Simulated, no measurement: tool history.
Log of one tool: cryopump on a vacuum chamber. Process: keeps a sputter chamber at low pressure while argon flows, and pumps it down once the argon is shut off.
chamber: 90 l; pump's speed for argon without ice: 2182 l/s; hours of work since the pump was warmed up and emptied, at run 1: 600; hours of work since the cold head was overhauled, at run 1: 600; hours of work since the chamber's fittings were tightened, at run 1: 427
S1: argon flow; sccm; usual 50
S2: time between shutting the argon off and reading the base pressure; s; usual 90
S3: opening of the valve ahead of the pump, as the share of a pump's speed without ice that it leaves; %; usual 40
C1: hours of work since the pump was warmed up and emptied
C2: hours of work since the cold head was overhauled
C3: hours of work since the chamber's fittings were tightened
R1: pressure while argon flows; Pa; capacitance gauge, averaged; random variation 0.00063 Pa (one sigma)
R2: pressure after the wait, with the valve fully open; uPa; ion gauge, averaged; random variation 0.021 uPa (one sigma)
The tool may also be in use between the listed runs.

run     day  S1   S2  S3   C1    C2   C3      R1    R2
  1       0  50   90  40  600   600  427  0.1056  1.28
  2   1.012  50   90  40  615   615  443  0.1065  1.37
  3   1.888  50   27  40  629   629  456  0.1062  2.05
  4   2.854  25   90  40  644   644  471  0.0541  1.38
  5   3.838  25   90  40  659   659  487  0.0529  1.45
  6   5.075  25   31  40  678   678  506  0.0533  2.08
  7   6.092  50  226  40  694   694  522  0.1079   1.3
  8   7.183  50   90  40  711   711  539  0.1081  1.53
  9   8.175  50   90  40  727   727  554  0.1089  1.59
 10   9.042  50   90  40  740   740  567  0.1089  1.59
 11   9.746  50  145  40  751   751  578  0.1075  1.54
 12  10.333  50  145  40  760   760  587  0.1079   1.5
 13  11.479  50  145  40  778   778  605  0.1073  1.56
 14  12.312  50  118  40  791   791  618  0.1079  1.63
 15  13.442  50  118  40  808   808  636  0.1097  1.72
 16  14.258  50  118  40  821   821  648  0.1089  1.73
 17  15.496  55  118  38  840   840  668  0.1271  1.72
 18  16.208  71  106  16  851   851  679  0.3625  1.82
 19  17.146  42   50  32  866   866  693  0.1126  2.16
     17.829  -- pump warmed up, emptied and cooled again
 20  18.554  42   50  32   11   884  712  0.1013  1.83
 21  19.483  37   90  30   26   899  726  0.0966  1.66
 22  20.154  37   90  30   36   909  737  0.0971  1.59
 23  20.871  56  277  27   47   920  748  0.1626  1.37
 24  21.638  28   90  23   59   932  760  0.0946  1.63
 25  22.858  28   90  23   78   951  779   0.095  1.69
 26  23.925  87   90  48   95   968  795  0.1446  1.73
 27  24.983  91   27  20  111   984  812  0.3536  2.47
 28  25.879  91   27  20  125   998  826  0.3569  2.53
 29  26.642  91   27  20  137  1010  837  0.3568  2.54
 30  27.267  50   87  50  147  1020  847  0.0798  1.86
 31  27.792  50   87  50  155  1028  855  0.0788   1.9

Forecast each of these 4 alternatives for the next run:
  A  28.504  32   90  28  166  1039  866   ?   ?
  B  28.504  50   91  15  166  1039  866   ?   ?
  C  28.504  26   87  50  166  1039  866   ?   ?
  D  28.504  32  118  25  166  1039  866   ?   ?

run      R1    R2
  A  0.0907  1.87
  B  0.2599  1.84
  C  0.0417  1.89
  D  0.1012   1.8
Without the tool's hidden state the same runs would have given:
run      R1    R2
  A  0.0892  0.48
  B  0.2575  0.45
  C  0.0404  0.48
  D  0.0996   0.4
